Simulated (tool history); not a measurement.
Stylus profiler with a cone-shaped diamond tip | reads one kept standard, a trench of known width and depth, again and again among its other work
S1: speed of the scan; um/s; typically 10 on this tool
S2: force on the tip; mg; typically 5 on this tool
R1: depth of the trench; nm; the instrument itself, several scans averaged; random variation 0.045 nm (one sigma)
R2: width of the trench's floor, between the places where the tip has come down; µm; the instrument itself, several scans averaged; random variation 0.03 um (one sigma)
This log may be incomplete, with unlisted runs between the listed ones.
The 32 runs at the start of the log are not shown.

run 33 day=29.479 | S1=25 S2=7.17 | R1=102.77 R2=27.52
run 34 day=30.029 | S1=2 S2=2.48 | R1=101.35 R2=27.6
run 35 day=30.642 | S1=7 S2=3.32 | R1=101.62 R2=27.55
run 36 day=31.171 | S1=3 S2=3.37 | R1=101.62 R2=27.56
run 37 day=32.375 | S1=3 S2=3.37 | R1=101.64 R2=27.52
run 38 day=33.512 | S1=10 S2=3.56 | R1=101.67 R2=27.6
run 39 day=34.779 | S1=2 S2=1.98 | R1=101.05 R2=27.5
run 40 day=35.754 | S1=11 S2=13.7 | R1=104.1 R2=27.53
run 41 day=36.688 | S1=9 S2=7.22 | R1=102.7 R2=27.52
run 42 day=37.575 | S1=24 S2=3.74 | R1=101.73 R2=27.51
run 43 day=38.346 | S1=8 S2=6.93 | R1=102.58 R2=27.53
run 44 day=38.954 | S1=3 S2=1.78 | R1=101.08 R2=27.52
run 45 day=39.775 | S1=17 S2=6.1 | R1=102.42 R2=27.5
run 46 day=40.575 | S1=10 S2=6.1 | R1=102.42 R2=27.47
run 47 day=41.404 | S1=7 S2=8.7 | R1=103.03 R2=27.52

3 options for the next run, each taken on its own from the tool as it stands now. Forecast them:
run A day=42.638 | S1=10 S2=14.43 | R1=? R2=?
run B day=42.638 | S1=4 S2=8.7 | R1=? R2=?
run C day=42.638 | S1=7 S2=2.29 | R1=? R2=?

run=A R1=104.28 R2=27.48
run=B R1=103.01 R2=27.47
run=C R1=101.23 R2=27.5
What these runs would have given with no unlogged condition in the tool:
run=A R1=104.34 R2=27.96
run=B R1=103.06 R2=27.95
run=C R1=101.28 R2=27.98
